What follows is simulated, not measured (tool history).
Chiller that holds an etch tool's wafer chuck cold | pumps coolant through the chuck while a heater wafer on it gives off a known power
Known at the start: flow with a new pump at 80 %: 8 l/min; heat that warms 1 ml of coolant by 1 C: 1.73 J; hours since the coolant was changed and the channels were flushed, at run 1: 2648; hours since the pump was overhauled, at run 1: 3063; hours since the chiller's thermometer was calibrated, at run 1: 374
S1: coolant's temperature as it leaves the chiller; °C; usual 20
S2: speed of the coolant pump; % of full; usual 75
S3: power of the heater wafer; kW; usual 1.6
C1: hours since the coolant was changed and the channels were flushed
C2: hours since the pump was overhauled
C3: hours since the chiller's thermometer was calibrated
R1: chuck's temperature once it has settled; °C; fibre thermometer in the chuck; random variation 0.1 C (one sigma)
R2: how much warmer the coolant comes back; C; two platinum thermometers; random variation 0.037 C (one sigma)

run 1 hour=0 | S1=20 S2=75 S3=1.6 | C1=2648 C2=3063 C3=374 | R1=40.7 R2=7.97
run 2 hour=116.4 | S1=20 S2=75 S3=1.6 | C1=2764 C2=3179 C3=490 | R1=40.9 R2=8.16
run 3 hour=229.6 | S1=20 S2=60 S3=1.6 | C1=2877 C2=3292 C3=603 | R1=44.2 R2=10.45
run 4 hour=314.3 | S1=20 S2=75 S3=2.266 | C1=2962 C2=3377 C3=688 | R1=50 R2=11.51
run 5 hour=418.6 | S1=20 S2=75 S3=2.266 | C1=3066 C2=3481 C3=792 | R1=50 R2=11.53
run 6 hour=573 | S1=20 S2=63 S3=2.266 | C1=3221 C2=3636 C3=947 | R1=53.8 R2=14.12
run 7 hour=685.5 | S1=20 S2=63 S3=2.266 | C1=3333 C2=3748 C3=1059 | R1=54 R2=14.12
run 8 hour=776.3 | S1=20 S2=63 S3=2.266 | C1=3424 C2=3839 C3=1150 | R1=54.3 R2=14.2
run 9 hour=913.7 | S1=20 S2=63 S3=2.266 | C1=3561 C2=3977 C3=1287 | R1=54.3 R2=14.29
run 10 hour=1036.5 | S1=20 S2=75 S3=0.822 | C1=3684 C2=4099 C3=1410 | R1=31.4 R2=4.28
run 11 hour=1136.7 | S1=20 S2=75 S3=0.822 | C1=3784 C2=4200 C3=1511 | R1=31.5 R2=4.16
-- hour=1201 coolant pump overhauled
run 12 hour=1241.5 | S1=15 S2=75 S3=0.829 | C1=3884 C2=40 C3=1610 | R1=26.2 R2=3.89
run 13 hour=1367.4 | S1=15 S2=83 S3=1.168 | C1=4010 C2=166 C3=1736 | R1=29.9 R2=4.98
run 14 hour=1520.3 | S1=15 S2=83 S3=1.168 | C1=4163 C2=319 C3=1889 | R1=29.6 R2=4.93
run 15 hour=1599.6 | S1=15 S2=83 S3=1.168 | C1=4242 C2=399 C3=1968 | R1=29.7 R2=4.88
run 16 hour=1714.9 | S1=22 S2=75 S3=1.6 | C1=4358 C2=514 C3=2084 | R1=43.7 R2=7.63
run 17 hour=1870 | S1=22 S2=72 S3=1.6 | C1=4513 C2=669 C3=2239 | R1=44.5 R2=8
run 18 hour=1981 | S1=11 S2=87 S3=0.844 | C1=4624 C2=780 C3=2350 | R1=21.9 R2=3.46
-- hour=2008.1 coolant changed, channels flushed
run 19 hour=2134.1 | S1=11 S2=74 S3=1.098 | C1=126 C2=927 C3=2497 | R1=24.7 R2=5.38
run 20 hour=2266.4 | S1=22 S2=98 S3=1.6 | C1=258 C2=1059 C3=2629 | R1=38.6 R2=5.75
run 21 hour=2367.4 | S1=28 S2=75 S3=1.6 | C1=359 C2=1160 C3=2730 | R1=47.6 R2=7.79

Measured less the same run without the tool's hidden state. The same run-to-run variation is in both; the gauge's scatter may not be:
The hidden state here: heat passed by the chuck's channels, % of clean ones'; flow at a given pump speed, % of a new pump's; coolant's true temperature over the reading, C; drift of the gauge itself on chuck_c, C; drift of the gauge itself on warmer_back_c, C.
run=1 R1=+2.4 R2=+0.56
run=2 R1=+2.6 R2=+0.6
run=3 R1=+3 R2=+0.8
run=4 R1=+3.9 R2=+0.91
run=5 R1=+4.1 R2=+0.93
run=6 R1=+4.8 R2=+1.2
run=7 R1=+5 R2=+1.25
run=8 R1=+5.2 R2=+1.29
run=9 R1=+5.4 R2=+1.35
run=10 R1=+2 R2=+0.42
run=11 R1=+2.2 R2=+0.42
run=12 R1=+1.7 R2=+0.02
run=13 R1=+2.3 R2=+0.05
run=14 R1=+2.3 R2=+0.07
run=15 R1=+2.4 R2=+0.08
run=16 R1=+3.4 R2=+0.14
run=17 R1=+3.6 R2=+0.19
run=18 R1=+2.2 R2=+0.09
run=19 R1=+1 R2=+0.15
run=20 R1=+1.2 R2=+0.18
run=21 R1=+1.4 R2=+0.27

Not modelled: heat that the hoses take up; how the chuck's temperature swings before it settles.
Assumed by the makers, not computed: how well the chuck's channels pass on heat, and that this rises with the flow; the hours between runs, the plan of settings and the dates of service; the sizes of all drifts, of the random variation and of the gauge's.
